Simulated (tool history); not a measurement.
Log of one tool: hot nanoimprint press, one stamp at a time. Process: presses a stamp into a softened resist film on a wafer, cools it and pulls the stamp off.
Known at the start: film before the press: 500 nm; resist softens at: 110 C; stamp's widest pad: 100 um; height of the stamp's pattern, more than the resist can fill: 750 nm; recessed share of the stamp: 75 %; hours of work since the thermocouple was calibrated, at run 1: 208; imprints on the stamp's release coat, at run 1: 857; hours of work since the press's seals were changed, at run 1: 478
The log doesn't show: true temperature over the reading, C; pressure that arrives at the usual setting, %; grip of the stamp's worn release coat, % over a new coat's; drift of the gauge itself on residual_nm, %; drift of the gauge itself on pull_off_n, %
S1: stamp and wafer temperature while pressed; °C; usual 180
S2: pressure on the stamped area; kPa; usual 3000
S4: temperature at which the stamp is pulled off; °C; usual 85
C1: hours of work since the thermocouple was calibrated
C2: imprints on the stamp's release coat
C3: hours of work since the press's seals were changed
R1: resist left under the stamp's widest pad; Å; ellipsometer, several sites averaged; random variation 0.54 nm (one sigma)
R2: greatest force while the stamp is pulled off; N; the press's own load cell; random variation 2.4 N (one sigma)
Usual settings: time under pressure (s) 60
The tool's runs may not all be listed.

Run 1, day 0: usual settings; C1 208; C2 857; C3 478. Result: R1 2479 Å, R2 129 N.
Run 2, day 2.062: usual settings; C1 233; C2 946; C3 503. Result: R1 2476 Å, R2 132 N.
Run 3, day 4.158: usual settings but S2 2540 kPa; C1 258; C2 1036; C3 528. Result: R1 2635 Å, R2 133 N.
Run 4, day 6.033: usual settings but S2 2540 kPa; C1 280; C2 1117; C3 550. Result: R1 2631 Å, R2 139 N.
Run 5, day 7.729: usual settings but S2 2540 kPa, time under pressure (s) 41; C1 301; C2 1190; C3 571. Result: R1 2990 Å, R2 137 N.
At day 8.629: plate thermocouple calibrated.
Run 6, day 10.017: usual settings; C1 17; C2 1283; C3 597. Result: R1 2423 Å, R2 142 N.
Run 7, day 11.654: usual settings; C1 36; C2 1353; C3 616. Result: R1 2410 Å, R2 139 N.
Run 8, day 13.879: usual settings; C1 63; C2 1449; C3 643. Result: R1 2402 Å, R2 146 N.
At day 14.25: plate thermocouple calibrated, once more.
At day 17.033: press's hydraulic seals changed and the load cell set to zero.
Run 9, day 17.138: usual settings; C1 30; C2 1570; C3 1. Result: R1 2486 Å, R2 147 N.
At day 18.992: stamp cleaned and given a new release coat.
Run 10, day 19.842: usual settings but S1 182 °C; C1 60; C2 36; C3 31. Result: R1 2292 Å, R2 108 N.
Run 11, day 21.321: usual settings but S1 182 °C; C1 78; C2 100; C3 48. Result: R1 2293 Å, R2 112 N.
Run 12, day 22.8: usual settings but S1 182 °C; C1 95; C2 164; C3 66. Result: R1 2297 Å, R2 112 N.
Run 13, day 25: usual settings but S1 182 °C; C1 121; C2 258; C3 92. Result: R1 2283 Å, R2 115 N.
Run 14, day 26.662: usual settings but S1 171 °C, S2 4340 kPa; C1 141; C2 330; C3 112. Result: R1 3015 Å, R2 117 N.
Run 15, day 28.254: usual settings but S1 177 °C, S2 3970 kPa, time under pressure (s) 61, S4 91 °C; C1 160; C2 398; C3 131. Result: R1 2444 Å, R2 104 N.
Run 16, day 30.467: usual settings but S1 186 °C, S4 93 °C; C1 187; C2 494; C3 157. Result: R1 1937 Å, R2 101 N.
Run 17, day 32.988: usual settings but time under pressure (s) 32; C1 217; C2 602; C3 188. Result: R1 3017 Å, R2 120 N.
Run 18, day 34.312: usual settings but time under pressure (s) 32; C1 233; C2 659; C3 203. Result: R1 3011 Å, R2 124 N.
Run 19, day 35.5: usual settings but S1 187 °C, time under pressure (s) 32; C1 247; C2 710; C3 218. Result: R1 2371 Å, R2 123 N.
Run 20, day 37.958: usual settings but S1 187 °C, time under pressure (s) 32; C1 276; C2 816; C3 247. Result: R1 2358 Å, R2 122 N.
At day 40.938: plate thermocouple calibrated.
Run 21, day 40.954: usual settings but S1 182 °C, S2 2430 kPa, time under pressure (s) 32; C1 0; C2 940; C3 281. Result: R1 3117 Å, R2 133 N.
Run 22, day 42.271: usual settings but time under pressure (s) 46; C1 16; C2 996; C3 297. Result: R1 2752 Å, R2 135 N.
Run 23, day 44.321: usual settings but time under pressure (s) 46; C1 40; C2 1085; C3 322. Result: R1 2744 Å, R2 134 N.
Run 24, day 45.675: usual settings but time under pressure (s) 46; C1 57; C2 1143; C3 338. Result: R1 2737 Å, R2 136 N.
Run 25, day 47.238: usual settings but S1 190 °C, S2 4020 kPa, time under pressure (s) 63; C1 75; C2 1210; C3 356. Result: R1 1451 Å, R2 143 N.

Forecast each of these 3 alternatives for the next run:
Run A, day 49.433: usual settings but S1 190 °C, time under pressure (s) 93, S4 84 °C; C1 102; C2 1305; C3 383. Result: R1 ?, R2 ?.
Run B, day 49.433: usual settings but S2 2650 kPa; C1 102; C2 1305; C3 383. Result: R1 ?, R2 ?.
Run C, day 49.433: usual settings but time under pressure (s) 40; C1 102; C2 1305; C3 383. Result: R1 ?, R2 ?.

run    R1   R2
  A  1400  146
  B  2597  144
  C  2843  142
Without the tool's hidden state the same runs would have given:
run    R1   R2
  A  1412  112
  B  2626  111
  C  2869  110
